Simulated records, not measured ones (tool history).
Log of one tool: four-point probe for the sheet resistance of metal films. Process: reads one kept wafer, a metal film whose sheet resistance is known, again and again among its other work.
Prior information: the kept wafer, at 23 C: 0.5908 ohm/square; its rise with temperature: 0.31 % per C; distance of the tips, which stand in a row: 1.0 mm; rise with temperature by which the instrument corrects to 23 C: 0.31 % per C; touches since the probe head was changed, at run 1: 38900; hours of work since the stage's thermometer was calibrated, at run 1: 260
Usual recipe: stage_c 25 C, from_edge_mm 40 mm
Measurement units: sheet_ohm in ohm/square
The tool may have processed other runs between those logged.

run,hour,stage_c,from_edge_mm,touches since the probe head was changed,hours of work since the stage's thermometer was calibrated,sheet_ohm
1,0,25,40,38900,260,0.591685
2,18.1,25,40,39880,273,0.591775
3,43.4,25,40,41244,291,0.591819
4,61.4,25,40,42215,304,0.591797
5,78.5,25,40,43140,316,0.591932
6,100.9,22,40,44352,332,0.591899
7,113.1,22,55,45010,340,0.59178
# hour 115.3: stage's thermometer calibrated
8,135.3,25,27,46185,14,0.591962
9,149.2,30,31,46932,24,0.59197
10,170,30,31,48057,39,0.591877

Below are 5 alternative next runs, each starting from the tool's condition after run 10. Predict each:
A,192,21,58,49244,54,?
B,192,21,13,49244,54,?
C,192,30,8,49244,54,?
D,192,30,54,49244,54,?
E,192,26,8,49244,54,?

run,sheet_ohm
A,0.591702
B,0.593453
C,0.596605
D,0.591728
E,0.596518
Stripped of hidden state, with their random variation kept, the same runs would have yielded:
run,sheet_ohm
A,0.590931
B,0.592679
C,0.595817
D,0.590945
E,0.595735
